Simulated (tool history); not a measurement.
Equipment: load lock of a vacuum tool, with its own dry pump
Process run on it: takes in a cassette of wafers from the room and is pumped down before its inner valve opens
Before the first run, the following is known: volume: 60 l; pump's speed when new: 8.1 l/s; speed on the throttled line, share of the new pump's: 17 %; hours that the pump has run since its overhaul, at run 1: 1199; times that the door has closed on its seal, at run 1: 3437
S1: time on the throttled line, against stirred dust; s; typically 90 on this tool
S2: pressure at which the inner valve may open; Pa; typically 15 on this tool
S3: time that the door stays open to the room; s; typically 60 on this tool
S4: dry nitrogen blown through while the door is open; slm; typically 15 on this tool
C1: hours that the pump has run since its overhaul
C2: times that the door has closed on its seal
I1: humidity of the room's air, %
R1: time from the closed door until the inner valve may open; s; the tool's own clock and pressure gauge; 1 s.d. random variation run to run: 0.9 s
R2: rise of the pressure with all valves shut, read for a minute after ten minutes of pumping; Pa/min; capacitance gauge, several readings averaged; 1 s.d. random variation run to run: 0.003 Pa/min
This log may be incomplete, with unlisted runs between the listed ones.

run    hour   S1  S2  S3  S4    C1    C2    I1     R1     R2
  1       0   90  15  60  15  1199  3437  45.1  142.3  0.043
  2   186.6   90  15  60  37  1386  3780  49.1  143.4  0.037
  3   555.3   90  15  60  37  1754  4459  45.3  142.8  0.033
  4   709.3   90  15  60  37  1908  4743  46.6  141.6  0.034
  5  1027.8   90  15  60  37  2227  5330  49.6  142.9  0.036
  6  1196.8   90  15  55  15  2396  5641  48.1  144.9  0.051
  7  1362.8   90  15  55  15  2562  5947  45.4  144.1  0.051
  8  1554.4  160  15  60  15  2754  6300  44.1  200.8  0.052
  9  1925.6  160  15  60  15  3125  6983  45.6  202.8  0.049
 10  2210.1   97  15  60  15  3409  7507  42.7  152.5  0.058
 11  2474.6  160  15  42  15  3674  7994  46.9  202.7  0.055
 12  2661.3   74  12  60  15  3860  8338  45.4    134  0.058

For some of the steps in R1 from one run to the next: how much would appear even if the tool had no hidden state, given the settings, what came in and random variation, and how much remains for the hidden state plus any gauge scatter that the measured result and the result without hidden state don't share?
What the log doesn't record here: pump's speed, % of a new pump's; leak at the door's seal, Pa l/s; drift of the gauge itself on ready_s, %; drift of the gauge itself on rise_pa_min, %.
Run 11 -> 12: S1 160 -> 74, S2 15 -> 12, S3 42 -> 60. R1 -68.7 s: hidden state +1.6, all else -70.3.
